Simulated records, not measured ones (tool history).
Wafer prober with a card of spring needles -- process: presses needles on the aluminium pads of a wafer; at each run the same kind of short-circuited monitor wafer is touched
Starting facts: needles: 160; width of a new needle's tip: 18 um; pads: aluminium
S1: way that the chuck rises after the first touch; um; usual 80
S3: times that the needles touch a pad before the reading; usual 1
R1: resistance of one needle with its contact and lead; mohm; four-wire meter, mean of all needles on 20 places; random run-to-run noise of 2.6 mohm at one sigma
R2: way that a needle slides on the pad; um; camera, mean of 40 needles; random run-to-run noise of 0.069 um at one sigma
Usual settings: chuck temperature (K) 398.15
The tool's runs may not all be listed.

Run 1, hour 0: usual settings. Result: R1 346 mohm, R2 19.04 um.
Run 2, hour 20.2: usual settings. Result: R1 390 mohm, R2 19.01 um.
At hour 30: tips cleaned on abrasive film.
Run 3, hour 42.1: usual settings but chuck temperature (K) 301.15. Result: R1 359 mohm, R2 19 um.
Run 4, hour 63.1: usual settings but chuck temperature (K) 301.15, S3 2. Result: R1 327 mohm, R2 18.97 um.
At hour 64.7: tips cleaned on abrasive film.
Run 5, hour 75.8: usual settings but chuck temperature (K) 299.15. Result: R1 359 mohm, R2 19.01 um.
Run 6, hour 87: usual settings but chuck temperature (K) 329.15. Result: R1 373 mohm, R2 18.99 um.
At hour 100.4: tips cleaned on abrasive film.
Run 7, hour 103.3: usual settings but S1 62 um, chuck temperature (K) 329.15. Result: R1 346 mohm, R2 14.67 um.
Run 8, hour 121.9: usual settings but S1 90 um, chuck temperature (K) 329.15. Result: R1 355 mohm, R2 21.42 um.
Run 9, hour 133.1: usual settings but S1 90 um, chuck temperature (K) 329.15. Result: R1 350 mohm, R2 21.43 um.
At hour 135.3: tips cleaned on abrasive film.
Run 10, hour 154.4: usual settings but S1 90 um, chuck temperature (K) 329.15. Result: R1 360 mohm, R2 21.26 um.
Run 11, hour 168.4: usual settings but S1 90 um, chuck temperature (K) 319.15. Result: R1 362 mohm, R2 21.31 um.
At hour 170.5: tips cleaned on abrasive film.
Run 12, hour 180.1: usual settings but S1 90 um, chuck temperature (K) 319.15. Result: R1 337 mohm, R2 21.3 um.
Run 13, hour 203.5: usual settings. Result: R1 389 mohm, R2 18.96 um.
At hour 205.2: tips cleaned on abrasive film.
At hour 205.5: height of the first contact set anew.
Run 14, hour 224.1: usual settings but S1 62 um. Result: R1 443 mohm, R2 14.44 um.
At hour 239.9: tips cleaned on abrasive film.
Run 15, hour 244.9: usual settings but chuck temperature (K) 300.15. Result: R1 327 mohm, R2 18.79 um.
Run 16, hour 263.4: usual settings but S1 60 um, chuck temperature (K) 321.15, S3 3. Result: R1 344 mohm, R2 13.97 um.
At hour 274.6: tips cleaned on abrasive film.
Run 17, hour 274.6: usual settings but S1 60 um, chuck temperature (K) 321.15, S3 3. Result: R1 287 mohm, R2 13.89 um.
Run 18, hour 293.5: usual settings but S1 60 um, chuck temperature (K) 321.15, S3 3. Result: R1 347 mohm, R2 13.98 um.
At hour 310: tips cleaned on abrasive film.
Run 19, hour 314.6: usual settings but S1 60 um, chuck temperature (K) 321.15, S3 3. Result: R1 314 mohm, R2 13.94 um.
At hour 319.8: height of the first contact set anew, once more.
Run 20, hour 337: usual settings but S1 96 um, chuck temperature (K) 316.15, S3 3. Result: R1 295 mohm, R2 22.92 um.
At hour 344.8: tips cleaned on abrasive film.
Run 21, hour 351.7: usual settings but S1 63 um, chuck temperature (K) 367.15, S3 3. Result: R1 331 mohm, R2 15.09 um.
Run 22, hour 362.1: usual settings but S1 63 um, chuck temperature (K) 367.15, S3 3. Result: R1 344 mohm, R2 14.98 um.
At hour 379.6: tips cleaned on abrasive film.
Run 23, hour 384: usual settings but S1 74 um, chuck temperature (K) 352.15, S3 3. Result: R1 306 mohm, R2 17.63 um.
Run 24, hour 402.8: usual settings but S1 74 um, chuck temperature (K) 352.15, S3 3. Result: R1 324 mohm, R2 17.6 um.
At hour 415.9: tips cleaned on abrasive film.
Run 25, hour 419.2: usual settings but S1 74 um, chuck temperature (K) 352.15, S3 3. Result: R1 305 mohm, R2 17.54 um.
Run 26, hour 439.7: usual settings but S1 67 um, chuck temperature (K) 336.15. Result: R1 425 mohm, R2 15.82 um.
At hour 451.6: tips cleaned on abrasive film.
Run 27, hour 459.2: usual settings but chuck temperature (K) 298.15. Result: R1 344 mohm, R2 18.91 um.

Below are 4 alternative next runs, each starting from the tool's condition after run 27. Predict each:
Run A, hour 474: usual settings but S1 77 um. Result: R1 ?, R2 ?.
Run B, hour 474: usual settings but chuck temperature (K) 306.15. Result: R1 ?, R2 ?.
Run C, hour 474: usual settings but S1 74 um, chuck temperature (K) 307.15. Result: R1 ?, R2 ?.
Run D, hour 474: usual settings but S1 62 um, chuck temperature (K) 356.15. Result: R1 ?, R2 ?.

run   R1     R2
  A  401  18.36
  B  383  18.99
  C  393  17.51
  D  450  14.78
Without the tool's hidden state the same runs would have given:
run   R1     R2
  A  297  18.48
  B  270   19.1
  C  266  17.62
  D  287  14.89
